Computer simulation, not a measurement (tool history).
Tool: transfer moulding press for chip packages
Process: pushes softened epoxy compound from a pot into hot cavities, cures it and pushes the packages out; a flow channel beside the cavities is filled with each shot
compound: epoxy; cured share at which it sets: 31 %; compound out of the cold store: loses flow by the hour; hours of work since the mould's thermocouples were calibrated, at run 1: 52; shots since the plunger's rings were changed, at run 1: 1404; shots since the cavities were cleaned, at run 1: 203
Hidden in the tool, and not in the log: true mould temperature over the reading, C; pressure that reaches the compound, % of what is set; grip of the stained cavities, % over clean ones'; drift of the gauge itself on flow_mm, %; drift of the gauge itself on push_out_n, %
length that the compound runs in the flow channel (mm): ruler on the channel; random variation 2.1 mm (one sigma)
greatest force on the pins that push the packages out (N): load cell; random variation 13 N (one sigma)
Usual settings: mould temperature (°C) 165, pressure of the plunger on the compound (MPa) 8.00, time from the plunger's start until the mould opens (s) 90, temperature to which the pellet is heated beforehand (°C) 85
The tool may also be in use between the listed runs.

run    day  mould temperature (°C)  pressure of the plunger on the compound (MPa)  time from the plunger's start until the mould opens (s)  temperature to which the pellet is heated beforehand (°C)  hours of work since the mould's thermocouples were calibrated  shots since the plunger's rings were changed  shots since the cavities were cleaned  incoming compound's hours out of the cold store  length that the compound runs in the flow channel (mm)  greatest force on the pins that push the packages out (N)
  1  0.000                     165                                           8.00                                                       90                                                         85                                                             52                                          1404                                    203                                             13.5                                                     608                                                        804
  2  0.292                     165                                           8.00                                                       93                                                         85                                                             57                                          1498                                    297                                             44.1                                                     516                                                        734
  3  0.600                     165                                           7.40                                                       93                                                         85                                                             62                                          1595                                    394                                             19.0                                                     568                                                        865
  4  0.829                     165                                           7.40                                                       93                                                         85                                                             66                                          1669                                    468                                             46.9                                                     488                                                        831
  5  1.029                     165                                           8.00                                                       90                                                         85                                                             69                                          1733                                    532                                             28.1                                                     562                                                       1003
  6  1.354                     165                                           8.00                                                       90                                                         85                                                             74                                          1837                                    636                                             14.5                                                     605                                                       1079
  7  1.600                     165                                           8.75                                                       90                                                         85                                                             78                                          1916                                    715                                             36.5                                                     561                                                       1030
  8  1.962                     165                                           8.75                                                       90                                                         85                                                             84                                          2032                                    831                                             43.5                                                     536                                                       1051
  9  2.308                     165                                           8.75                                                       90                                                         85                                                             90                                          2143                                    942                                             17.3                                                     621                                                       1207
 10  2.671                     165                                           8.75                                                       90                                                         85                                                             95                                          2259                                   1058                                             26.6                                                     587                                                       1176
     2.896  -- cavities cleaned with cleaning compound and waxed
 11  3.000                     165                                           7.56                                                       90                                                         85                                                            100                                          2343                                     32                                             43.3                                                     503                                                       1429
 12  3.279                     165                                           7.56                                                       90                                                         85                                                            104                                          2433                                    122                                             31.9                                                     534                                                       1486
 13  3.617                     165                                           7.56                                                       90                                                         85                                                            110                                          2541                                    230                                             36.0                                                     519                                                       1468
 14  3.979                     165                                           7.56                                                       90                                                         85                                                            115                                          2658                                    347                                             28.9                                                     537                                                       1486
 15  4.133                     162                                           8.00                                                       79                                                         77                                                            118                                          2707                                    396                                             33.4                                                     549                                                       2387
 16  4.454                     162                                           8.00                                                       79                                                         77                                                            123                                          2810                                    499                                             20.3                                                     590                                                       2559
 17  4.817                     165                                           7.58                                                       90                                                         90                                                            129                                          2926                                    615                                             11.5                                                     593                                                       1483
     5.150  -- cavities cleaned with cleaning compound and waxed, once more
 18  5.212                     165                                           7.58                                                       90                                                         90                                                            134                                          3032                                     20                                             34.9                                                     520                                                        600
 19  5.388                     165                                           7.58                                                       90                                                         90                                                            137                                          3088                                     76                                             27.9                                                     538                                                        691
 20  5.612                     166                                           9.02                                                      101                                                         79                                                            141                                          3160                                    148                                             37.7                                                     559                                                        632
 21  5.933                     158                                           7.63                                                      103                                                         84                                                            146                                          3262                                    250                                             42.0                                                     517                                                       1040
 22  6.100                     168                                           7.74                                                      103                                                         78                                                            149                                          3316                                    304                                             28.8                                                     535                                                        684
     6.308  -- plunger's sealing rings changed
 23  6.438                     168                                           7.74                                                      103                                                         78                                                            152                                            42                                    379                                             17.1                                                     586                                                        697
 24  6.671                     170                                           8.49                                                      114                                                         82                                                            156                                           117                                    454                                             41.5                                                     530                                                        721
 25  6.996                     170                                           8.49                                                      114                                                         82                                                            161                                           221                                    558                                             11.7                                                     627                                                        768
 26  7.192                     170                                           8.49                                                      114                                                         82                                                            164                                           283                                    620                                             10.7                                                     628                                                        748
 27  7.467                     170                                           8.49                                                      114                                                         82                                                            169                                           371                                    708                                             47.0                                                     517                                                        792
 28  7.675                     170                                           8.49                                                      114                                                         82                                                            172                                           438                                    775                                             23.4                                                     588                                                        873

Hidden state at the last listed run before each entry between runs and at the first one after, where it differs:
Between runs 10 and 11: cavities cleaned with cleaning compound and waxed (day 2.896)
  true mould temperature over the reading, C: -0.27 -> -0.28; pressure that reaches the compound, % of what is set: 96.94 -> 96.82; grip of the stained cavities, % over clean ones': 97.7 -> 155.6
  measured less the result without the state, length that the compound runs in the flow channel (mm): -8 -> -8; greatest force on the pins that push the packages out (N): +591 -> +878
Between runs 17 and 18: cavities cleaned with cleaning compound and waxed, once more (day 5.150)
  pressure that reaches the compound, % of what is set: 96 -> 95.88; grip of the stained cavities, % over clean ones': 143.1 -> 6.5
  measured less the result without the state, length that the compound runs in the flow channel (mm): -12 -> -10; greatest force on the pins that push the packages out (N): +889 -> +46
Between runs 22 and 23: plunger's sealing rings changed (day 6.308)
  pressure that reaches the compound, % of what is set: 95.49 -> 99.51; grip of the stained cavities, % over clean ones': 46.3 -> 54.6
  measured less the result without the state, length that the compound runs in the flow channel (mm): -12 -> -1; greatest force on the pins that push the packages out (N): +219 -> +251
